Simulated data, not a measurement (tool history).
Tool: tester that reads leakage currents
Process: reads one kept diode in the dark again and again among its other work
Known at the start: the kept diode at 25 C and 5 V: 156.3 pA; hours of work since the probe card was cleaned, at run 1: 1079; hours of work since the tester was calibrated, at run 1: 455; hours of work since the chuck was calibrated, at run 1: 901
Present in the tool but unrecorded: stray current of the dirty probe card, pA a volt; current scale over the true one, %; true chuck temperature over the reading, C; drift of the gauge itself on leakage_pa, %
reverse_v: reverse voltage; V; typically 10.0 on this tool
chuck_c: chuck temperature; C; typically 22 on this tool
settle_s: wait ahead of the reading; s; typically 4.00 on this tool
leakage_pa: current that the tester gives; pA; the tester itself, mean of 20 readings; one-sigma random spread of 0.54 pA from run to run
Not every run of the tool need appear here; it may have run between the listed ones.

run	day	reverse_v	chuck_c	settle_s	hours of work since the probe card was cleaned	hours of work since the tester was calibrated	hours of work since the chuck was calibrated	leakage_pa
1	0.000	10.0	22	4.00	1079	455	901	194.60
2	3.896	10.0	22	4.00	1128	503	949	193.68
3	8.821	10.0	22	4.00	1189	565	1011	195.19
4	12.933	10.0	31	4.00	1240	616	1062	410.54
5	15.442	10.0	22	4.00	1272	647	1093	195.97
6	19.338	10.0	22	4.00	1320	696	1142	197.30
7	24.104	10.0	22	4.00	1380	755	1201	197.03
8	27.938	10.0	22	4.00	1428	803	1249	198.08
9	33.283	10.0	22	4.00	1494	870	1316	199.08
10	38.171	10.0	22	5.06	1555	931	1377	200.48
11	41.900	10.0	22	4.00	1602	977	1423	200.80
12	45.458	10.0	22	4.00	1646	1022	1468	202.22
13	48.079	10.0	22	4.00	1679	1054	1500	201.53
14	51.538	10.0	22	4.00	1722	1097	1543	202.28
15	56.667	10.0	22	4.00	1786	1161	1607	203.83
16	61.025	10.0	30	4.00	1840	1216	1662	392.67
17	63.392	10.0	30	4.00	1870	1245	1691	394.66
18	68.575	10.0	30	4.00	1934	1310	1756	394.94
# day 70.879: probe card cleaned and baked
19	73.367	10.0	30	4.00	31	1368	1814	384.66
20	78.329	7.3	22	4.00	93	1430	1876	167.06
21	82.383	8.6	22	0.45	144	1481	1927	189.65
22	87.508	8.6	22	0.45	207	1545	1991	192.57
23	92.242	8.6	22	2.85	266	1604	2050	186.81
# day 94.462: chuck's temperature calibrated
24	96.392	2.7	25	2.85	317	1654	24	112.08
25	99.746	2.7	25	2.85	359	1696	66	111.89
26	104.512	10.2	35	3.12	419	1756	125	538.28
27	109.004	5.0	31	0.65	475	1812	181	264.28
28	114.167	5.0	31	0.65	539	1876	246	265.53
29	118.733	5.0	31	0.65	596	1933	303	267.95
30	121.717	8.9	27	0.65	633	1970	340	268.91
31	126.433	7.7	23	1.10	692	2029	399	176.84
32	131.679	7.7	23	1.10	757	2095	464	178.06
33	135.471	5.5	27	8.18	805	2142	512	205.09
34	140.775	19.5	58	1.91	871	2208	578	4346.87
35	143.558	19.5	26	1.91	906	2243	612	390.02
36	148.450	19.5	26	1.91	967	2304	673	392.10
37	151.779	19.5	26	1.91	1008	2345	715	395.84
38	154.121	19.5	27	3.53	1037	2374	744	427.23
39	159.467	10.0	58	2.87	1104	2441	811	3006.66

Results for each run, recomputed without the tool's hidden state and with each run's random variation untouched:
run	leakage_pa
1	180.50
2	178.99
3	179.58
4	382.67
5	179.10
6	179.61
7	178.52
8	178.82
9	178.76
10	179.14
11	178.81
12	179.44
13	178.38
14	178.47
15	178.94
16	351.33
17	352.40
18	351.14
19	348.16
20	149.73
21	169.83
22	171.61
23	165.19
24	111.16
25	110.66
26	530.82
27	259.68
28	259.82
29	261.25
30	260.39
31	169.88
32	170.19
33	196.59
34	4203.78
35	367.66
36	367.95
37	370.25
38	399.47
39	2876.86
